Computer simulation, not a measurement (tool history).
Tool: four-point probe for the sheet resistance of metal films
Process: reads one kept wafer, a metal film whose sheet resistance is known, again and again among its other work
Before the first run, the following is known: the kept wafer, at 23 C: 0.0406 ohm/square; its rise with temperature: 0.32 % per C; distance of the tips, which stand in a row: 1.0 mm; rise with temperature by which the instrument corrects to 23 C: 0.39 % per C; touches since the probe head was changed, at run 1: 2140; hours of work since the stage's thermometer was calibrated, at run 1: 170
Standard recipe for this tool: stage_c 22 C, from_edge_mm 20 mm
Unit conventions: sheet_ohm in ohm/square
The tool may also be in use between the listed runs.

run,hour,stage_c,from_edge_mm,touches since the probe head was changed,hours of work since the stage's thermometer was calibrated,sheet_ohm
1,0,22,20,2140,170,0.040674
2,123.2,22,20,6505,257,0.040685
3,220,32,20,9936,325,0.040418
4,341.8,32,20,14254,410,0.040442
5,448.1,32,20,18020,484,0.040419
6,551.2,30,20,21672,557,0.040463
7,634.5,30,20,24625,615,0.04047
8,700.1,30,20,26949,661,0.040458
9,836.2,30,20,31772,756,0.040465
10,920.5,30,20,34760,815,0.040487
11,1057.5,30,20,39614,911,0.040466
12,1189.6,30,20,44296,1004,0.040464
13,1252.1,30,20,46511,1048,0.040472
14,1327.8,30,20,49194,1101,0.040462
15,1414.9,30,20,52280,1162,0.040471
16,1512.1,22,20,55724,1230,0.04067
17,1617.5,22,20,59458,1303,0.040686
# hour 1643.7: stage's thermometer calibrated
18,1746.3,22,20,64007,72,0.040663
19,1825.4,22,20,66809,127,0.040679
20,1909.4,22,20,69784,186,0.040662
21,1965.7,33,20,71779,226,0.040388
22,2036.8,22,20,74301,275,0.040661
23,2169.4,22,20,79000,368,0.04068
24,2240.6,22,20,81522,418,0.040668
25,2327.1,29,18,84586,479,0.04049
26,2437.4,29,18,88495,556,0.040506
27,2542.6,20,45,92225,630,0.040671
28,2613.8,22,45,94748,680,0.04063
29,2674.5,35,7,96898,722,0.040718
30,2739.2,25,27,99190,767,0.04057
31,2837.9,25,27,102688,836,0.040557
32,2963.5,22,45,107139,924,0.040632
33,3045.8,22,45,110056,982,0.040637
34,3153.2,32,4,113860,1057,0.041677
35,3248.3,28,20,117234,1124,0.040518
36,3378.2,27,5,121836,1215,0.04134
37,3443.9,30,66,124164,1261,0.040418
38,3516.3,30,66,126731,1312,0.040422
# hour 3541.6: stage's thermometer calibrated
39,3628.7,18,6,130695,61,0.041356
40,3747.2,21,20,134895,144,0.040714
41,3805.7,21,20,136968,185,0.040714
42,3868.2,21,20,139183,229,0.040694
43,3963.4,21,46,142556,295,0.040653

Consider 4 possible next runs. They are alternatives, not a sequence: every one starts from the tool as it was left by run 43. What does each give?
# hour 3994.4: new probe head fitted
A,4082.3,19,6,3114,378,?
# hour 3994.4: new probe head fitted
B,4082.3,21,25,3114,378,?
# hour 3994.4: new probe head fitted
C,4082.3,34,15,3114,378,?
# hour 3994.4: new probe head fitted
D,4082.3,32,28,3114,378,?

run,sheet_ohm
A,0.041304
B,0.040682
C,0.040392
D,0.040388
The same runs, with their run-to-run variation unchanged, on a tool lacking any hidden condition would have given:
run,sheet_ohm
A,0.041309
B,0.040687
C,0.040397
D,0.040393
